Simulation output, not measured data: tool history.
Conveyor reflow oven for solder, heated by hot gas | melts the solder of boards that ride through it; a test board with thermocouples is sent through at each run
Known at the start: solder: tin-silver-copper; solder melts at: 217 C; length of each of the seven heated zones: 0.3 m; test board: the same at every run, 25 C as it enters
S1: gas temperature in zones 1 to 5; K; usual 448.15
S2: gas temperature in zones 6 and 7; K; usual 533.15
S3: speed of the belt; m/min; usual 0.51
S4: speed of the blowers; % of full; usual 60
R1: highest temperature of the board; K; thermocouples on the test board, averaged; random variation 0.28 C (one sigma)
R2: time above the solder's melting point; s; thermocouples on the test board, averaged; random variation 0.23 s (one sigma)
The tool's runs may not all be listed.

run   hour      S1      S2     S3  S4      R1    R2
  1      0  448.15  533.15   0.51  60  520.35  50.3
  2     13  448.15  533.15   0.51  60  520.25  50.2
  3   39.6  448.15  533.15   0.51  60  520.45  50.3
  4   66.5  448.15  533.15   0.51  60  520.15    50
  5   91.2  448.15  533.15  0.601  60  515.45  37.5
  6    104  448.15  533.15   0.51  60  520.45  50.5
     120.4  -- flux residue cleaned out of gas plates and filters
  7  131.2  448.15  533.15   0.51  67  521.15  51.6
  8  146.6  448.15  533.15  0.435  60  524.25  63.6
  9  161.2  448.15  533.15  0.435  60  523.65  63.9
 10  173.3  448.15  533.15  0.435  60  524.05  63.6
 11  189.1  448.15  533.15  0.567  60  517.45  41.8
 12  209.5  448.15  533.15   0.51  76  522.25  52.7
 13  222.5  448.15  533.15   0.51  60  520.25  50.6
     230.7  -- belt drive overhauled, speed set with a stopwatch
 14  253.7  448.15  533.15   0.51  60  520.05  49.8
 15  267.8  448.15  533.15   0.51  60  520.45  50.3
 16  289.5  448.15  533.15  0.568  60  517.15  41.8
 17  310.2  448.15  533.15  0.568  60  517.45  41.5
 18  335.3  448.15  533.15  0.568  60  516.95  41.6
 19  359.6  439.15  546.15  0.549  67  528.75  49.3
 20  387.7  439.15  546.15  0.549  67  529.25  49.3
 21  411.3  448.15  534.15  0.418  74  526.95  69.8
 22  434.9  448.15  534.15  0.418  74  527.75  69.9
 23  450.7  448.15  534.15  0.418  74  527.35  69.2
 24  467.7  448.15  546.15  0.471  60  534.25  64.1
     477.2  -- thermocouples of zones 6 and 7 changed
 25  485.5  448.15  546.15  0.471  60  534.05  63.8
 26  503.1  449.15  546.15  0.471  73  536.25    66
     528.9  -- flux residue cleaned out of gas plates and filters
 27  528.9  449.15  546.15  0.471  73  536.35  65.8
 28  551.8  449.15  539.15  0.434  64  529.75  68.3
 29  576.8  454.15  539.15  0.434  68  531.25  70.9
 30    605  454.15  539.15  0.434  68  530.85  70.8

Forecast each of these 4 alternatives for the next run:
  A  622.5  444.15  542.15  0.434  68   ?   ?
  B  622.5  457.15  537.15  0.521  68   ?   ?
  C  622.5  440.15  534.15  0.453  68   ?   ?
  D  622.5  448.15  540.15  0.505  60   ?   ?

run      R1    R2
  A  532.95    68
  B  525.75  56.3
  C  524.65  58.8
  D  527.05  55.6
Without the tool's hidden state the same runs would have given:
run      R1    R2
  A  532.95    68
  B  525.85  56.3
  C  524.75  58.8
  D  527.15  55.6
